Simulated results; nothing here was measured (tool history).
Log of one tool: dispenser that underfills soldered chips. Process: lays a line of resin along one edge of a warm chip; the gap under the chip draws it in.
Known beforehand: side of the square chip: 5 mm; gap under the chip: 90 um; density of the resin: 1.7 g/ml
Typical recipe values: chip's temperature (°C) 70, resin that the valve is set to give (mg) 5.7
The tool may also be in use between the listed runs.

run	hour	chip's temperature (°C)	resin that the valve is set to give (mg)	time until the resin shows at the far edge (s)	resin that the valve gave (mg)
1	0	70	5.7	11.5	5.47
# hour 7.6: new syringe of resin
2	7.6	85	5.7	5.3	5.47
3	13.4	80	5.7	9.7	5.61
# hour 16: new syringe of resin
4	20.6	80	7.13	8.3	6.88
# hour 24.2: new syringe of resin
5	27.1	80	7.13	8.2	6.89
# hour 32.4: new syringe of resin
6	32.9	70	5.7	11.8	5.46
7	38.2	70	5.7	15.2	5.39
# hour 41: new syringe of resin
8	44.2	70	5.7	13.5	5.28
# hour 49.3: new syringe of resin
9	49.3	70	5.7	11.3	5.41
10	55.9	70	5.7	15.3	5.33
# hour 57.8: new syringe of resin
11	63.6	70	5.71	14.9	5.41
# hour 66.2: new syringe of resin
12	68.9	70	5.71	12.3	5.39
# hour 74.5: new syringe of resin
13	76.8	70	5.71	13	5.36
# hour 82.7: new syringe of resin
14	84.9	63	5.09	19.8	4.81

Run 15 has not been measured yet. What should we expect?
15	88.3	79	5.7	?	?

time until the resin shows at the far edge (s): 9.1
resin that the valve gave (mg): 5.42
On a tool with no hidden condition, and with the same random variation, this run would have come out at time until the resin shows at the far edge (s) 7.1, resin that the valve gave (mg) 5.81.
